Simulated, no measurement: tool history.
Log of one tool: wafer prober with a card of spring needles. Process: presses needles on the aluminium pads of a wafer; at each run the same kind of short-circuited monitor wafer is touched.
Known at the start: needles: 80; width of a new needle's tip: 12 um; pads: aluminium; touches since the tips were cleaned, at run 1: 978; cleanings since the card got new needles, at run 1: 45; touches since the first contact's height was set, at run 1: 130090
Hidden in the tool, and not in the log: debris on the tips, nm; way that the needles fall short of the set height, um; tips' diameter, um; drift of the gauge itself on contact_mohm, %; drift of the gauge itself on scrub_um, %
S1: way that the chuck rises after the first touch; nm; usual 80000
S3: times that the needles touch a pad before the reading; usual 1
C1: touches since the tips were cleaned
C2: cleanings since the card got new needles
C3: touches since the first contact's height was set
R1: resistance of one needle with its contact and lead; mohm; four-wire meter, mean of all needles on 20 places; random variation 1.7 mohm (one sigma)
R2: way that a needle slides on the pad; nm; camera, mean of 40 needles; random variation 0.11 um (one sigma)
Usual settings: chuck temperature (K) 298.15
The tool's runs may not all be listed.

{"run": 1, "hour": 0.0, "S1": 80000, "chuck temperature (K)": 298.15, "S3": 1, "C1": 978, "C2": 45, "C3": 130090, "R1": 228, "R2": 18730}
{"hour": 8.3, "done": "tips cleaned on abrasive film"}
{"run": 2, "hour": 19.8, "S1": 80000, "chuck temperature (K)": 298.15, "S3": 1, "C1": 2568, "C2": 46, "C3": 134488, "R1": 279, "R2": 18400}
{"hour": 20.8, "done": "tips cleaned on abrasive film"}
{"hour": 34.7, "done": "tips cleaned on abrasive film"}
{"run": 3, "hour": 40.3, "S1": 80000, "chuck temperature (K)": 298.15, "S3": 1, "C1": 1230, "C2": 48, "C3": 139006, "R1": 239, "R2": 18500}
{"hour": 47.4, "done": "tips cleaned on abrasive film"}
{"run": 4, "hour": 59.1, "S1": 80000, "chuck temperature (K)": 298.15, "S3": 1, "C1": 2616, "C2": 49, "C3": 143192, "R1": 286, "R2": 18430}
{"hour": 61.2, "done": "tips cleaned on abrasive film"}
{"run": 5, "hour": 72.0, "S1": 80000, "chuck temperature (K)": 298.15, "S3": 1, "C1": 2416, "C2": 50, "C3": 146052, "R1": 278, "R2": 18330}
{"hour": 74.0, "done": "tips cleaned on abrasive film"}
{"hour": 86.6, "done": "tips cleaned on abrasive film"}
{"run": 6, "hour": 89.5, "S1": 80000, "chuck temperature (K)": 315.15, "S3": 1, "C1": 634, "C2": 52, "C3": 149901, "R1": 216, "R2": 18420}
{"hour": 99.2, "done": "tips cleaned on abrasive film"}
{"hour": 104.8, "done": "height of the first contact set anew"}
{"run": 7, "hour": 104.8, "S1": 80000, "chuck temperature (K)": 315.15, "S3": 1, "C1": 1182, "C2": 53, "C3": 0, "R1": 234, "R2": 19760}
{"hour": 112.7, "done": "tips cleaned on abrasive film"}
{"run": 8, "hour": 117.3, "S1": 71000, "chuck temperature (K)": 298.15, "S3": 1, "C1": 1018, "C2": 54, "C3": 2757, "R1": 236, "R2": 17770}
{"hour": 125.1, "done": "tips cleaned on abrasive film"}
{"hour": 137.6, "done": "tips cleaned on abrasive film"}
{"run": 9, "hour": 137.7, "S1": 80000, "chuck temperature (K)": 298.15, "S3": 1, "C1": 23, "C2": 56, "C3": 7269, "R1": 176, "R2": 19910}
{"hour": 149.9, "done": "tips cleaned on abrasive film"}
{"run": 10, "hour": 149.9, "S1": 80000, "chuck temperature (K)": 298.15, "S3": 1, "C1": 0, "C2": 57, "C3": 9982, "R1": 175, "R2": 20050}
{"run": 11, "hour": 161.7, "S1": 80000, "chuck temperature (K)": 298.15, "S3": 1, "C1": 2620, "C2": 57, "C3": 12602, "R1": 275, "R2": 19900}
{"hour": 163.4, "done": "tips cleaned on abrasive film"}
{"run": 12, "hour": 172.1, "S1": 80000, "chuck temperature (K)": 298.15, "S3": 1, "C1": 1960, "C2": 58, "C3": 14912, "R1": 262, "R2": 19690}
{"hour": 177.4, "done": "tips cleaned on abrasive film"}
{"run": 13, "hour": 184.4, "S1": 80000, "chuck temperature (K)": 298.15, "S3": 1, "C1": 1575, "C2": 59, "C3": 17634, "R1": 243, "R2": 20050}
{"hour": 190.7, "done": "tips cleaned on abrasive film"}
{"run": 14, "hour": 195.2, "S1": 80000, "chuck temperature (K)": 298.15, "S3": 1, "C1": 1012, "C2": 60, "C3": 20020, "R1": 231, "R2": 19780}
{"hour": 203.5, "done": "tips cleaned on abrasive film"}
{"run": 15, "hour": 214.5, "S1": 80000, "chuck temperature (K)": 298.15, "S3": 1, "C1": 2455, "C2": 61, "C3": 24286, "R1": 269, "R2": 19590}
{"hour": 216.8, "done": "tips cleaned on abrasive film"}
{"hour": 229.2, "done": "tips cleaned on abrasive film"}
{"run": 16, "hour": 231.4, "S1": 80000, "chuck temperature (K)": 298.15, "S3": 1, "C1": 484, "C2": 63, "C3": 28016, "R1": 209, "R2": 19600}
{"hour": 242.3, "done": "tips cleaned on abrasive film"}
{"run": 17, "hour": 249.7, "S1": 80000, "chuck temperature (K)": 298.15, "S3": 1, "C1": 1642, "C2": 64, "C3": 32085, "R1": 252, "R2": 19580}
{"hour": 255.4, "done": "tips cleaned on abrasive film"}
{"hour": 268.9, "done": "tips cleaned on abrasive film"}
{"run": 18, "hour": 270.2, "S1": 87000, "chuck temperature (K)": 328.15, "S3": 3, "C1": 310, "C2": 66, "C3": 36624, "R1": 182, "R2": 21290}
{"run": 19, "hour": 279.8, "S1": 87000, "chuck temperature (K)": 328.15, "S3": 3, "C1": 2445, "C2": 66, "C3": 38759, "R1": 210, "R2": 21300}
{"hour": 282.2, "done": "tips cleaned on abrasive film"}
{"hour": 294.8, "done": "tips cleaned on abrasive film"}
{"run": 20, "hour": 297.1, "S1": 72000, "chuck temperature (K)": 308.15, "S3": 1, "C1": 513, "C2": 68, "C3": 42562, "R1": 219, "R2": 17430}
{"hour": 307.7, "done": "tips cleaned on abrasive film"}
{"run": 21, "hour": 318.6, "S1": 72000, "chuck temperature (K)": 308.15, "S3": 1, "C1": 2418, "C2": 69, "C3": 47338, "R1": 313, "R2": 17570}
{"hour": 321.0, "done": "tips cleaned on abrasive film"}
{"run": 22, "hour": 329.4, "S1": 72000, "chuck temperature (K)": 308.15, "S3": 1, "C1": 1863, "C2": 70, "C3": 49727, "R1": 294, "R2": 17330}
{"hour": 333.9, "done": "tips cleaned on abrasive film"}
{"run": 23, "hour": 341.9, "S1": 72000, "chuck temperature (K)": 308.15, "S3": 1, "C1": 1773, "C2": 71, "C3": 52492, "R1": 290, "R2": 17360}
{"hour": 346.9, "done": "tips cleaned on abrasive film"}
{"run": 24, "hour": 352.0, "S1": 72000, "chuck temperature (K)": 308.15, "S3": 1, "C1": 1139, "C2": 72, "C3": 54740, "R1": 265, "R2": 17470}
{"hour": 360.2, "done": "tips cleaned on abrasive film"}
{"run": 25, "hour": 367.7, "S1": 72000, "chuck temperature (K)": 308.15, "S3": 1, "C1": 1656, "C2": 73, "C3": 58202, "R1": 284, "R2": 17390}
{"hour": 372.9, "done": "tips cleaned on abrasive film"}
{"run": 26, "hour": 376.7, "S1": 72000, "chuck temperature (K)": 308.15, "S3": 1, "C1": 839, "C2": 74, "C3": 60195, "R1": 242, "R2": 17410}
{"hour": 385.7, "done": "tips cleaned on abrasive film"}
{"run": 27, "hour": 390.4, "S1": 87000, "chuck temperature (K)": 308.15, "S3": 2, "C1": 1047, "C2": 75, "C3": 63234, "R1": 205, "R2": 21210}
{"hour": 399.3, "done": "tips cleaned on abrasive film"}
{"run": 28, "hour": 403.9, "S1": 87000, "chuck temperature (K)": 308.15, "S3": 2, "C1": 1038, "C2": 76, "C3": 66227, "R1": 207, "R2": 21030}
{"hour": 411.7, "done": "tips cleaned on abrasive film"}
{"run": 29, "hour": 423.2, "S1": 74000, "chuck temperature (K)": 312.15, "S3": 1, "C1": 2559, "C2": 77, "C3": 70500, "R1": 309, "R2": 17810}
{"hour": 425.2, "done": "tips cleaned on abrasive film"}
{"hour": 437.8, "done": "tips cleaned on abrasive film"}
{"run": 30, "hour": 442.3, "S1": 81000, "chuck temperature (K)": 372.15, "S3": 2, "C1": 1001, "C2": 79, "C3": 74728, "R1": 225, "R2": 19570}
{"hour": 451.4, "done": "tips cleaned on abrasive film"}
{"run": 31, "hour": 462.3, "S1": 74000, "chuck temperature (K)": 327.15, "S3": 1, "C1": 2436, "C2": 80, "C3": 79159, "R1": 321, "R2": 17720}

Hidden state at the last listed run before each entry between runs and at the first one after, where it differs:
Between runs 1 and 2: tips cleaned on abrasive film (hour 8.3)
  debris on the tips, nm: 42.2 -> 78.8; way that the needles fall short of the set height, um: 5.22 -> 5.37; tips' diameter, um: 13.83 -> 13.88
  measured less the result without the state, R1: +60 -> +112 mohm; R2: -1310 -> -1330 nm
Between runs 2 and 3: tips cleaned on abrasive film (hour 20.8); tips cleaned on abrasive film (hour 34.7)
  debris on the tips, nm: 78.8 -> 48.5; way that the needles fall short of the set height, um: 5.37 -> 5.61; tips' diameter, um: 13.88 -> 13.97
  measured less the result without the state, R1: +112 -> +72 mohm; R2: -1330 -> -1400 nm
Between runs 3 and 4: tips cleaned on abrasive film (hour 47.4)
  debris on the tips, nm: 48.5 -> 83.5; way that the needles fall short of the set height, um: 5.61 -> 5.72; tips' diameter, um: 13.97 -> 14
  measured less the result without the state, R1: +72 -> +121 mohm; R2: -1400 -> -1420 nm
Between runs 4 and 5: tips cleaned on abrasive film (hour 61.2)
  debris on the tips, nm: 83.5 -> 76.8; way that the needles fall short of the set height, um: 5.72 -> 5.83; tips' diameter, um: 14 -> 14.04
  measured less the result without the state, R1: +121 -> +112 mohm; R2: -1420 -> -1450 nm
Between runs 5 and 6: tips cleaned on abrasive film (hour 74); tips cleaned on abrasive film (hour 86.6)
  debris on the tips, nm: 76.8 -> 30.8; way that the needles fall short of the set height, um: 5.83 -> 6.09; tips' diameter, um: 14.04 -> 14.13
  measured less the result without the state, R1: +112 -> +47 mohm; R2: -1450 -> -1520 nm
Between runs 6 and 7: tips cleaned on abrasive film (hour 99.2); height of the first contact set anew (hour 104.8)
  debris on the tips, nm: 30.8 -> 48.9; way that the needles fall short of the set height, um: 6.09 -> 0; tips' diameter, um: 14.13 -> 14.18
  measured less the result without the state, R1: +47 -> +62 mohm; R2: -1520 -> +0 nm
Between runs 7 and 8: tips cleaned on abrasive film (hour 112.7)
  debris on the tips, nm: 48.9 -> 42.2; way that the needles fall short of the set height, um: 0 -> 0.1; tips' diameter, um: 14.18 -> 14.22
  measured less the result without the state, R1: +62 -> +69 mohm; R2: +0 -> -30 nm
Between runs 8 and 9: tips cleaned on abrasive film (hour 125.1); tips cleaned on abrasive film (hour 137.6)
  debris on the tips, nm: 42.2 -> 5.5; way that the needles fall short of the set height, um: 0.1 -> 0.36; tips' diameter, um: 14.22 -> 14.31
  measured less the result without the state, R1: +69 -> +10 mohm; R2: -30 -> -90 nm
Between runs 9 and 10: tips cleaned on abrasive film (hour 149.9)
  debris on the tips, nm: 5.5 -> 3.4; way that the needles fall short of the set height, um: 0.36 -> 0.48; tips' diameter, um: 14.31 -> 14.35
  measured less the result without the state, R1: +10 -> +7 mohm; R2: -90 -> -120 nm
Between runs 11 and 12: tips cleaned on abrasive film (hour 163.4)
  debris on the tips, nm: 82.3 -> 67.8; way that the needles fall short of the set height, um: 0.48 -> 0.62; tips' diameter, um: 14.35 -> 14.4
  measured less the result without the state, R1: +108 -> +92 mohm; R2: -120 -> -150 nm
Between runs 12 and 13: tips cleaned on abrasive film (hour 177.4)
  debris on the tips, nm: 67.8 -> 56.4; way that the needles fall short of the set height, um: 0.62 -> 0.74; tips' diameter, um: 14.4 -> 14.44
  measured less the result without the state, R1: +92 -> +76 mohm; R2: -150 -> -190 nm
Between runs 13 and 14: tips cleaned on abrasive film (hour 190.7)
  debris on the tips, nm: 56.4 -> 46.9; way that the needles fall short of the set height, um: 0.74 -> 0.88; tips' diameter, um: 14.44 -> 14.49
  measured less the result without the state, R1: +76 -> +65 mohm; R2: -190 -> -220 nm
Between runs 14 and 15: tips cleaned on abrasive film (hour 203.5)
  debris on the tips, nm: 46.9 -> 75; way that the needles fall short of the set height, um: 0.88 -> 0.97; tips' diameter, um: 14.49 -> 14.52
  measured less the result without the state, R1: +65 -> +102 mohm; R2: -220 -> -240 nm
Between runs 15 and 16: tips cleaned on abrasive film (hour 216.8); tips cleaned on abrasive film (hour 229.2)
  debris on the tips, nm: 75 -> 28.2; way that the needles fall short of the set height, um: 0.97 -> 1.18; tips' diameter, um: 14.52 -> 14.59
  measured less the result without the state, R1: +102 -> +41 mohm; R2: -240 -> -290 nm
Between runs 16 and 17: tips cleaned on abrasive film (hour 242.3)
  debris on the tips, nm: 28.2 -> 58.6; way that the needles fall short of the set height, um: 1.18 -> 1.32; tips' diameter, um: 14.59 -> 14.64
  measured less the result without the state, R1: +41 -> +84 mohm; R2: -290 -> -320 nm
Between runs 17 and 18: tips cleaned on abrasive film (hour 255.4); tips cleaned on abrasive film (hour 268.9)
  debris on the tips, nm: 58.6 -> 16.8; way that the needles fall short of the set height, um: 1.32 -> 1.54; tips' diameter, um: 14.64 -> 14.72
  measured less the result without the state, R1: +84 -> +10 mohm; R2: -320 -> -390 nm
Between runs 19 and 20: tips cleaned on abrasive film (hour 282.2); tips cleaned on abrasive film (hour 294.8)
  debris on the tips, nm: 75.5 -> 25; way that the needles fall short of the set height, um: 1.54 -> 1.78; tips' diameter, um: 14.72 -> 14.8
  measured less the result without the state, R1: +35 -> +46 mohm; R2: -390 -> -440 nm
Between runs 20 and 21: tips cleaned on abrasive film (hour 307.7)
  debris on the tips, nm: 25 -> 80.7; way that the needles fall short of the set height, um: 1.78 -> 1.89; tips' diameter, um: 14.8 -> 14.84
  measured less the result without the state, R1: +46 -> +140 mohm; R2: -440 -> -470 nm
Between runs 21 and 22: tips cleaned on abrasive film (hour 321)
  debris on the tips, nm: 80.7 -> 70.3; way that the needles fall short of the set height, um: 1.89 -> 2.02; tips' diameter, um: 14.84 -> 14.89
  measured less the result without the state, R1: +140 -> +123 mohm; R2: -470 -> -500 nm
Between runs 22 and 23: tips cleaned on abrasive film (hour 333.9)
  debris on the tips, nm: 70.3 -> 66.7; way that the needles fall short of the set height, um: 2.02 -> 2.16; tips' diameter, um: 14.89 -> 14.94
  measured less the result without the state, R1: +123 -> +118 mohm; R2: -500 -> -530 nm
Between runs 23 and 24: tips cleaned on abrasive film (hour 346.9)
  debris on the tips, nm: 66.7 -> 49.1; way that the needles fall short of the set height, um: 2.16 -> 2.29; tips' diameter, um: 14.94 -> 14.98
  measured less the result without the state, R1: +118 -> +90 mohm; R2: -530 -> -570 nm
Between runs 24 and 25: tips cleaned on abrasive film (hour 360.2)
  debris on the tips, nm: 49.1 -> 61.6; way that the needles fall short of the set height, um: 2.29 -> 2.38; tips' diameter, um: 14.98 -> 15.02
  measured less the result without the state, R1: +90 -> +112 mohm; R2: -570 -> -600 nm
Between runs 25 and 26: tips cleaned on abrasive film (hour 372.9)
  debris on the tips, nm: 61.6 -> 35.7; way that the needles fall short of the set height, um: 2.38 -> 2.5; tips' diameter, um: 15.02 -> 15.06
  measured less the result without the state, R1: +112 -> +68 mohm; R2: -600 -> -630 nm
Between runs 26 and 27: tips cleaned on abrasive film (hour 385.7)
  debris on the tips, nm: 35.7 -> 39.7; way that the needles fall short of the set height, um: 2.5 -> 2.63; tips' diameter, um: 15.06 -> 15.1
  measured less the result without the state, R1: +68 -> +33 mohm; R2: -630 -> -660 nm
Between runs 27 and 28: tips cleaned on abrasive film (hour 399.3)
  debris on the tips, nm: 39.7 -> 44.6; way that the needles fall short of the set height, um: 2.63 -> 2.75; tips' diameter, um: 15.1 -> 15.14
  measured less the result without the state, R1: +33 -> +38 mohm; R2: -660 -> -690 nm
Between runs 28 and 29: tips cleaned on abrasive film (hour 411.7)
  debris on the tips, nm: 44.6 -> 79.7; way that the needles fall short of the set height, um: 2.75 -> 2.84; tips' diameter, um: 15.14 -> 15.17
  measured less the result without the state, R1: +38 -> +139 mohm; R2: -690 -> -700 nm
Between runs 29 and 30: tips cleaned on abrasive film (hour 425.2); tips cleaned on abrasive film (hour 437.8)
  debris on the tips, nm: 79.7 -> 44.7; way that the needles fall short of the set height, um: 2.84 -> 3.06; tips' diameter, um: 15.17 -> 15.25
  measured less the result without the state, R1: +139 -> +41 mohm; R2: -700 -> -770 nm
Between runs 30 and 31: tips cleaned on abrasive film (hour 451.4)
  debris on the tips, nm: 44.7 -> 83.4; way that the needles fall short of the set height, um: 3.06 -> 3.16; tips' diameter, um: 15.25 -> 15.29
  measured less the result without the state, R1: +41 -> +145 mohm; R2: -770 -> -790 nm
